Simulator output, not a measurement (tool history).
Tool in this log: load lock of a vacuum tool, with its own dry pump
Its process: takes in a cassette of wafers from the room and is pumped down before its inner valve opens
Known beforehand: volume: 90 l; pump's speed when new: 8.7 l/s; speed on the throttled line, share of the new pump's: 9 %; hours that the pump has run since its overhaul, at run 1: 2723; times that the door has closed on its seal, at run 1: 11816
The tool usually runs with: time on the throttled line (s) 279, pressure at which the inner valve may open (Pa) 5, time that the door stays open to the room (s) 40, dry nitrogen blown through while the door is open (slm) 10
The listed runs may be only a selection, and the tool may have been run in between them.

| run | hour | time on the throttled line (s) | pressure at which the inner valve may open (Pa) | time that the door stays open to the room (s) | dry nitrogen blown through while the door is open (slm) | hours that the pump has run since its overhaul | times that the door has closed on its seal | incoming humidity of the room's air, % | time from the closed door until the inner valve may open (s) | rise of the pressure with all valves shut (Pa/min) |
|---|---|---|---|---|---|---|---|---|---|---|
| 1 | 0 | 279 | 5 | 40 | 10 | 2723 | 11816 | 45.1 | 360.3 | 0.189 |
| 2 | 427.7 | 279 | 5 | 40 | 10 | 3150 | 13350 | 45.4 | 361.3 | 0.227 |
| 3 | 739.7 | 279 | 5 | 40 | 10 | 3462 | 14470 | 47.3 | 361.6 | 0.256 |
| 4 | 1210.7 | 279 | 5 | 40 | 10 | 3933 | 16160 | 43.4 | 362 | 0.294 |
| 5 | 1514.8 | 279 | 5 | 40 | 10 | 4237 | 17251 | 43.9 | 362.3 | 0.333 |
| 6 | 1934 | 279 | 5 | 40 | 10 | 4657 | 18755 | 46 | 365.7 | 0.373 |
|  | 2520 | door's seal changed, seat wiped |
| 7 | 2550.9 | 279 | 5 | 40 | 10 | 5272 | 111 | 45.1 | 363.8 | 0.017 |
| 8 | 2820.9 | 279 | 5 | 40 | 10 | 5542 | 1079 | 41.8 | 364.8 | 0.021 |
| 9 | 3376.7 | 279 | 5 | 40 | 10 | 6098 | 3073 | 47 | 365.1 | 0.045 |
| 10 | 3959.7 | 279 | 5 | 40 | 10 | 6681 | 5166 | 46.1 | 362.9 | 0.065 |
| 11 | 4307 | 279 | 5 | 40 | 10 | 7028 | 6412 | 43.5 | 363.6 | 0.084 |
| 12 | 4633.9 | 279 | 5 | 40 | 10 | 7355 | 7585 | 44.8 | 363 | 0.111 |
| 13 | 5080.3 | 279 | 5 | 40 | 10 | 7801 | 9187 | 47.2 | 363.6 | 0.136 |
| 14 | 5397.4 | 260 | 5 | 48 | 10 | 8119 | 10325 | 45 | 347.2 | 0.166 |
| 15 | 5741.1 | 260 | 5 | 34 | 10 | 8462 | 11558 | 48.5 | 349.3 | 0.186 |
| 16 | 6059.1 | 260 | 8 | 34 | 5 | 8780 | 12699 | 42.4 | 343 | 0.22 |
| 17 | 6587.6 | 260 | 5 | 34 | 29 | 9309 | 14595 | 43.8 | 349.9 | 0.255 |
| 18 | 7179.9 | 279 | 8 | 40 | 10 | 9901 | 16720 | 47.4 | 359.7 | 0.325 |
| 19 | 7719.4 | 279 | 6 | 40 | 10 | 10441 | 18656 | 43.2 | 363 | 0.397 |
| 20 | 8288.9 | 279 | 6 | 40 | 10 | 11010 | 20700 | 43.8 | 363.6 | 0.459 |
|  | 8347.9 | door's seal changed, seat wiped |
| 21 | 8877.7 | 279 | 8 | 165 | 28 | 11597 | 1901 | 45 | 360.7 | 0.051 |
| 22 | 9516.7 | 427 | 5 | 29 | 10 | 12236 | 4194 | 48.2 | 502.7 | 0.056 |
| 23 | 9791 | 272 | 5 | 65 | 10 | 12511 | 5178 | 41.7 | 361.2 | 0.073 |
| 24 | 10123.4 | 182 | 5 | 46 | 7 | 12843 | 6371 | 47.8 | 278.7 | 0.099 |
| 25 | 10521.8 | 182 | 5 | 213 | 12 | 13241 | 7801 | 46.1 | 281.2 | 0.157 |

Branching from run 25: 5 alternative next runs. What would each branch give?
| A | 11103.1 | 279 | 8 | 40 | 10 | 13823 | 9887 | 48 | ? | ? |
| B | 11103.1 | 182 | 5 | 78 | 6 | 13823 | 9887 | 43.8 | ? | ? |
| C | 11103.1 | 189 | 5 | 90 | 12 | 13823 | 9887 | 42.3 | ? | ? |
| D | 11103.1 | 239 | 8 | 40 | 10 | 13823 | 9887 | 42.9 | ? | ? |
| E | 11103.1 | 182 | 9 | 213 | 12 | 13823 | 9887 | 44.5 | ? | ? |

| run | time from the closed door until the inner valve may open (s) | rise of the pressure with all valves shut (Pa/min) |
|---|---|---|
| A | 362.8 | 0.163 |
| B | 282.2 | 0.17 |
| C | 286.6 | 0.167 |
| D | 327.2 | 0.159 |
| E | 273.3 | 0.198 |
Without the tool's unlogged condition, the same runs would have read:
| run | time from the closed door until the inner valve may open (s) | rise of the pressure with all valves shut (Pa/min) |
|---|---|---|
| A | 353.8 | 0.021 |
| B | 271.5 | 0.026 |
| C | 276 | 0.024 |
| D | 317.5 | 0.017 |
| E | 263.4 | 0.055 |
